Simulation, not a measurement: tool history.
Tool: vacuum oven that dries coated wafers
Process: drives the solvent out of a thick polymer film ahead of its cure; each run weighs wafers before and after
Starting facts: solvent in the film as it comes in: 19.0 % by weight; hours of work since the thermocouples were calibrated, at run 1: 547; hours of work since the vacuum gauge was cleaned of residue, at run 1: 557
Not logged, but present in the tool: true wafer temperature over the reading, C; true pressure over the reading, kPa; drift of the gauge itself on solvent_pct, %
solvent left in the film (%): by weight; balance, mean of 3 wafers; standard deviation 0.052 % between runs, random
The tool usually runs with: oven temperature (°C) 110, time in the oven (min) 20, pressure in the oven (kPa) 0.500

| run | hour | oven temperature (°C) | time in the oven (min) | pressure in the oven (kPa) | hours of work since the thermocouples were calibrated | hours of work since the vacuum gauge was cleaned of residue | solvent left in the film (%) |
|---|---|---|---|---|---|---|---|
| 1 | 0.0 | 110 | 20 | 0.500 | 547 | 557 | 1.69 |
| 2 | 29.0 | 110 | 20 | 0.500 | 571 | 580 | 1.63 |
| 3 | 63.6 | 110 | 20 | 0.500 | 598 | 608 | 1.69 |
| 4 | 103.7 | 110 | 10 | 0.500 | 630 | 639 | 4.81 |
| 5 | 135.8 | 110 | 10 | 0.500 | 656 | 665 | 4.72 |
| 6 | 153.9 | 110 | 20 | 0.500 | 670 | 679 | 1.60 |
| 7 | 186.3 | 110 | 20 | 0.500 | 696 | 705 | 1.75 |
| 8 | 220.8 | 110 | 20 | 0.500 | 723 | 733 | 1.69 |
| 9 | 249.7 | 110 | 20 | 0.500 | 746 | 756 | 1.68 |
| 10 | 288.6 | 110 | 20 | 1.404 | 777 | 787 | 2.28 |
| 11 | 317.5 | 110 | 20 | 1.404 | 800 | 810 | 2.29 |
| 12 | 346.6 | 110 | 20 | 1.404 | 823 | 833 | 2.32 |
| 13 | 365.8 | 110 | 20 | 0.500 | 839 | 848 | 1.74 |
| 14 | 387.2 | 110 | 20 | 0.500 | 856 | 865 | 1.66 |
| 15 | 416.9 | 110 | 20 | 0.500 | 879 | 889 | 1.86 |
| 16 | 458.3 | 110 | 20 | 0.500 | 912 | 922 | 1.75 |
| 17 | 488.1 | 125 | 20 | 0.500 | 936 | 945 | 0.54 |
| 18 | 523.7 | 110 | 20 | 0.500 | 964 | 974 | 1.60 |
| 19 | 553.3 | 110 | 20 | 0.500 | 988 | 997 | 1.84 |
| 20 | 573.5 | 110 | 20 | 0.500 | 1004 | 1013 | 1.81 |
| 21 | 610.1 | 110 | 20 | 0.500 | 1033 | 1043 | 1.68 |
| 22 | 629.8 | 102 | 20 | 0.500 | 1049 | 1058 | 3.37 |
| 23 | 652.1 | 102 | 20 | 0.500 | 1067 | 1076 | 3.27 |
| 24 | 675.8 | 110 | 20 | 0.500 | 1086 | 1095 | 1.73 |
| 25 | 712.7 | 109 | 20 | 0.500 | 1115 | 1124 | 1.97 |
| 26 | 753.0 | 119 | 20 | 1.722 | 1147 | 1156 | 1.46 |
| 27 | 774.7 | 119 | 20 | 1.722 | 1164 | 1174 | 1.48 |
| 28 | 810.5 | 120 | 15 | 1.295 | 1193 | 1202 | 1.61 |
| 29 | 849.1 | 120 | 15 | 1.295 | 1223 | 1233 | 1.69 |
| 30 | 875.3 | 102 | 31 | 0.322 | 1244 | 1254 | 1.65 |
| 31 | 914.2 | 110 | 16 | 0.322 | 1275 | 1285 | 2.50 |
| 32 | 940.0 | 104 | 20 | 0.777 | 1296 | 1305 | 3.22 |
| 33 | 966.1 | 102 | 19 | 0.777 | 1317 | 1326 | 3.87 |
| 34 | 1003.6 | 111 | 15 | 1.908 | 1346 | 1356 | 3.62 |
| 35 | 1029.8 | 96 | 20 | 0.500 | 1367 | 1377 | 4.96 |
| 36 | 1070.7 | 99 | 24 | 0.500 | 1400 | 1409 | 3.35 |
| 37 | 1100.1 | 99 | 24 | 0.500 | 1423 | 1433 | 3.34 |
| 38 | 1116.8 | 99 | 24 | 0.500 | 1437 | 1446 | 3.35 |
| 39 | 1134.5 | 99 | 24 | 0.500 | 1451 | 1460 | 3.31 |
| 40 | 1151.4 | 111 | 35 | 0.775 | 1464 | 1473 | 0.84 |
| 41 | 1188.9 | 108 | 10 | 1.360 | 1494 | 1503 | 5.96 |
| 42 | 1225.2 | 108 | 10 | 1.360 | 1523 | 1532 | 5.86 |
| 43 | 1264.5 | 111 | 16 | 0.266 | 1554 | 1564 | 2.41 |
| 44 | 1283.3 | 111 | 16 | 0.266 | 1569 | 1579 | 2.49 |
| 45 | 1307.3 | 111 | 36 | 0.374 | 1588 | 1598 | 0.68 |
| 46 | 1330.8 | 125 | 22 | 1.089 | 1607 | 1616 | 0.77 |
| 47 | 1368.7 | 112 | 11 | 0.500 | 1637 | 1647 | 4.02 |

Branching from run 47: 4 alternative next runs. What would each branch give?
| A | 1400.1 | 106 | 12 | 1.238 | 1662 | 1671 | ? |
| B | 1400.1 | 112 | 33 | 0.500 | 1662 | 1671 | ? |
| C | 1400.1 | 110 | 15 | 0.698 | 1662 | 1671 | ? |
| D | 1400.1 | 101 | 16 | 1.468 | 1662 | 1671 | ? |

| run | solvent left in the film (%) |
|---|---|
| A | 5.49 |
| B | 0.79 |
| C | 3.24 |
| D | 5.66 |
With the hidden condition removed and each run's random variation left untouched, the same runs would have given:
| run | solvent left in the film (%) |
|---|---|
| A | 4.86 |
| B | 0.45 |
| C | 2.69 |
| D | 4.95 |

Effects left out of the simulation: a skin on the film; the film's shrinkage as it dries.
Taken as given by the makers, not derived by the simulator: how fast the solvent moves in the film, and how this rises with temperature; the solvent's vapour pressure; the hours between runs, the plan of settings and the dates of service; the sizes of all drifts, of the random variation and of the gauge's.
